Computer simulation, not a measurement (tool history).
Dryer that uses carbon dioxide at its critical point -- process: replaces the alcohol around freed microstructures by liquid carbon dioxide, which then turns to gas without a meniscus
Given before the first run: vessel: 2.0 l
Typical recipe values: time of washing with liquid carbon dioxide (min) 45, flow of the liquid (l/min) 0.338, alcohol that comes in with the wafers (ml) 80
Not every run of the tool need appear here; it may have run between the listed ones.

run,day,time of washing with liquid carbon dioxide (min),flow of the liquid (l/min),alcohol that comes in with the wafers (ml),alcohol left in the vessel before it's heated (ppm by volume)
1,0.000,45,0.338,80,127
2,1.138,45,0.338,80,130
3,1.775,45,0.338,80,135
4,3.067,45,0.338,80,132
5,4.454,67,0.338,80,38
6,5.846,67,0.338,33,43
7,7.246,67,0.338,33,42
8,8.346,45,0.338,46,105
9,9.038,45,0.338,46,102
10,10.004,48,0.338,33,79
11,11.250,48,0.338,33,74
12,12.642,39,0.442,88,96
13,13.975,41,0.418,88,101
14,14.808,41,0.418,68,100

Here are 4 independent what-if runs from the current tool condition. What would each one return?
# day 15.125: inlet filter changed
A,16.175,43,0.222,68,?
# day 15.125: inlet filter changed
B,16.175,57,0.221,80,?
# day 15.125: inlet filter changed
C,16.175,43,0.418,56,?
# day 15.125: inlet filter changed
D,16.175,45,0.353,80,?

run,alcohol left in the vessel before it's heated (ppm by volume)
A,655
B,243
C,67
D,110
With no hidden state in the tool, these same runs would have given:
run,alcohol left in the vessel before it's heated (ppm by volume)
A,600
B,196
C,25
D,65
